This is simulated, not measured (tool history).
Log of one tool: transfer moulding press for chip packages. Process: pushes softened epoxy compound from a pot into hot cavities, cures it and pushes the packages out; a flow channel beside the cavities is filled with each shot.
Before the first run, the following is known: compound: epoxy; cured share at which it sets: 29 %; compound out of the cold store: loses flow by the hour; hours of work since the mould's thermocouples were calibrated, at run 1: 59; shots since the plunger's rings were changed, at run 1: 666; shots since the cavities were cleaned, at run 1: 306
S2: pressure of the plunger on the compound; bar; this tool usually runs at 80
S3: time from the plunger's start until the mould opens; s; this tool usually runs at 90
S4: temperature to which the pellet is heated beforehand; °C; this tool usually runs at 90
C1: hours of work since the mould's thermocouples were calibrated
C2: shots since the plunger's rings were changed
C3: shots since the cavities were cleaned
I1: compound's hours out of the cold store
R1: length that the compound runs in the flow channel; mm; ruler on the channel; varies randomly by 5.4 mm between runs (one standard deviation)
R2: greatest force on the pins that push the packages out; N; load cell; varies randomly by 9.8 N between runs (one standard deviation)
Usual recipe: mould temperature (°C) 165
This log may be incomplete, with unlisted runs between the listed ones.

{"run": 1, "hour": 0.0, "mould temperature (°C)": 165, "S2": 80, "S3": 90, "S4": 90, "C1": 59, "C2": 666, "C3": 306, "I1": 8.2, "R1": 638, "R2": 466}
{"run": 2, "hour": 21.0, "mould temperature (°C)": 165, "S2": 80, "S3": 90, "S4": 90, "C1": 75, "C2": 990, "C3": 630, "I1": 26.3, "R1": 600, "R2": 466}
{"hour": 29.7, "done": "cavities cleaned with cleaning compound and waxed"}
{"run": 3, "hour": 48.5, "mould temperature (°C)": 171, "S2": 80, "S3": 90, "S4": 90, "C1": 94, "C2": 1389, "C3": 290, "I1": 17.6, "R1": 606, "R2": 408}
{"run": 4, "hour": 61.6, "mould temperature (°C)": 171, "S2": 66.3, "S3": 90, "S4": 90, "C1": 104, "C2": 1589, "C3": 490, "I1": 40.5, "R1": 520, "R2": 418}
{"hour": 78.3, "done": "cavities cleaned with cleaning compound and waxed"}
{"run": 5, "hour": 81.5, "mould temperature (°C)": 165, "S2": 80, "S3": 90, "S4": 90, "C1": 118, "C2": 1873, "C3": 50, "I1": 35.6, "R1": 596, "R2": 439}
{"run": 6, "hour": 110.6, "mould temperature (°C)": 165, "S2": 80, "S3": 90, "S4": 90, "C1": 140, "C2": 2320, "C3": 497, "I1": 34.7, "R1": 592, "R2": 447}
{"hour": 127.9, "done": "cavities cleaned with cleaning compound and waxed"}
{"run": 7, "hour": 134.5, "mould temperature (°C)": 172, "S2": 80, "S3": 90, "S4": 90, "C1": 157, "C2": 2664, "C3": 102, "I1": 31.2, "R1": 583, "R2": 390}
{"run": 8, "hour": 158.9, "mould temperature (°C)": 172, "S2": 80, "S3": 90, "S4": 90, "C1": 175, "C2": 3040, "C3": 478, "I1": 40.2, "R1": 575, "R2": 398}
{"run": 9, "hour": 171.9, "mould temperature (°C)": 172, "S2": 80, "S3": 90, "S4": 90, "C1": 185, "C2": 3240, "C3": 678, "I1": 27.5, "R1": 596, "R2": 408}
{"hour": 177.1, "done": "cavities cleaned with cleaning compound and waxed"}
{"run": 10, "hour": 198.0, "mould temperature (°C)": 172, "S2": 80, "S3": 90, "S4": 90, "C1": 203, "C2": 3617, "C3": 321, "I1": 9.8, "R1": 625, "R2": 400}
{"run": 11, "hour": 220.0, "mould temperature (°C)": 170, "S2": 80, "S3": 90, "S4": 90, "C1": 220, "C2": 3956, "C3": 660, "I1": 33.6, "R1": 575, "R2": 411}
{"hour": 227.6, "done": "cavities cleaned with cleaning compound and waxed"}
{"hour": 244.9, "done": "plunger's sealing rings changed"}
{"run": 12, "hour": 244.9, "mould temperature (°C)": 170, "S2": 80, "S3": 90, "S4": 92, "C1": 235, "C2": 0, "C3": 228, "I1": 11, "R1": 618, "R2": 394}
{"run": 13, "hour": 269.9, "mould temperature (°C)": 165, "S2": 72.3, "S3": 90, "S4": 90, "C1": 254, "C2": 384, "C3": 612, "I1": 26.8, "R1": 570, "R2": 474}
{"hour": 280.2, "done": "cavities cleaned with cleaning compound and waxed"}
{"run": 14, "hour": 295.4, "mould temperature (°C)": 159, "S2": 80, "S3": 121, "S4": 90, "C1": 272, "C2": 753, "C3": 235, "I1": 39.9, "R1": 587, "R2": 412}
{"run": 15, "hour": 311.8, "mould temperature (°C)": 165, "S2": 92.4, "S3": 87, "S4": 90, "C1": 285, "C2": 1005, "C3": 487, "I1": 20, "R1": 673, "R2": 481}
{"hour": 330.5, "done": "cavities cleaned with cleaning compound and waxed"}
{"run": 16, "hour": 336.2, "mould temperature (°C)": 165, "S2": 92, "S3": 90, "S4": 90, "C1": 302, "C2": 1357, "C3": 88, "I1": 36.4, "R1": 634, "R2": 460}
{"run": 17, "hour": 361.1, "mould temperature (°C)": 165, "S2": 92, "S3": 90, "S4": 90, "C1": 321, "C2": 1739, "C3": 470, "I1": 38.8, "R1": 630, "R2": 447}

Predict the results of run 18:
{"hour": 380.5, "done": "cavities cleaned with cleaning compound and waxed"}
{"run": 18, "hour": 380.5, "mould temperature (°C)": 171, "S2": 80, "S3": 90, "S4": 96, "C1": 334, "C2": 2015, "C3": 0, "I1": 45.9, "R1": "?", "R2": "?"}

{"run 18": {"R1": 556, "R2": 407}}
Minus the tool's unlogged condition, the same run would have read R1 557 mm, R2 407 N.

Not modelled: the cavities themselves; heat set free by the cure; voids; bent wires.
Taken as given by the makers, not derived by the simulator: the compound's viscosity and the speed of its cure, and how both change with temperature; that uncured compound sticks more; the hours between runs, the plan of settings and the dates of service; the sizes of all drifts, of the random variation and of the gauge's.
